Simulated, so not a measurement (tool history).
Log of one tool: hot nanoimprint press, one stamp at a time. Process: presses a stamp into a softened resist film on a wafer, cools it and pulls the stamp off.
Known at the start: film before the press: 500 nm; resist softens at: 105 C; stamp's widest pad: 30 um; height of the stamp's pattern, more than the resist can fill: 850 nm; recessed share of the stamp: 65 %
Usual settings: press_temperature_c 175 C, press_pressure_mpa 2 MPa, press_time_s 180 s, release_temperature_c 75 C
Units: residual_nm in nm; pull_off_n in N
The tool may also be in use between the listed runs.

run     day  press_temperature_c  press_pressure_mpa  press_time_s  release_temperature_c  residual_nm  pull_off_n
  1       0                  175                   2           180                     75        228.2         124
  2   2.158                  175                   2           180                     75        227.6         121
  3   4.271                  175                   2           180                     75        228.2         121
  4   5.921                  175                   2           180                     75        226.9         126
  5   7.321                  175                1.36           180                     75        278.5         123
  6   8.675                  175                1.36           180                     75        279.5         128
  7  10.692                  175                1.36           180                     75          277         124
  8  12.325                  175                2.32           180                     75          208         123
  9  14.042                  175                2.32           180                     75        209.2         122
     15.367  -- stamp cleaned and given a new release coat
 10  15.412                  175                2.32           180                     61        208.1         159
 11  16.854                  175                   2            93                     75          277         123
 12  18.779                  175                   2            93                     75        278.1         125
 13  20.304                  175                   2            93                     75        279.1         125
 14  22.262                  175                   2           180                     75        224.7         122
     22.871  -- plate thermocouple calibrated
 15   23.35                  175                   2           180                     75        224.8         123
 16  24.629                  170                   2           303                     75        227.2         127
 17  25.688                  167                2.53           287                     75          228         122
 18  27.346                  167                2.08           287                     74        250.4         125
 19  28.604                  175                2.18           333                     75        173.3         126
 20  29.829                  175                1.32           180                     77        279.9         118
 21  31.438                  183                   2           320                     76        140.3         123
 22  33.379                  177                1.39           170                     82        261.8         107
 23  34.938                  164                   2           180                     71        323.3         136
 24  36.346                  175                1.63           155                     63        262.3         155
     37.679  -- gauge calibrated
 25  38.112                  166                 1.5           307                     76          305         120
 26  40.179                  179                1.71            92                     60        270.8         160
 27  41.833                  183                3.03            92                     60        174.8         162
 28  43.596                  183                3.03            92                     60        173.1         163
 29   45.45                  173                   2           180                     75        242.9         125

Forecast each of these 4 alternatives for the next run:
     45.983  -- stamp cleaned and given a new release coat
  A  47.546                  175                1.97           180                     75            ?           ?
     45.983  -- stamp cleaned and given a new release coat
  B  47.546                  175                   2           170                     70            ?           ?
     45.983  -- stamp cleaned and given a new release coat
  C  47.546                  179                   2           169                     75            ?           ?
     45.983  -- stamp cleaned and given a new release coat
  D  47.546                  172                   2           283                     75            ?           ?

run  residual_nm  pull_off_n
  A        229.8         125
  B        230.6         136
  C        203.3         121
  D        217.1         123
Without the tool's hidden state the same runs would have given:
run  residual_nm  pull_off_n
  A        230.8         125
  B        231.6         136
  C        204.2         121
  D        218.1         123
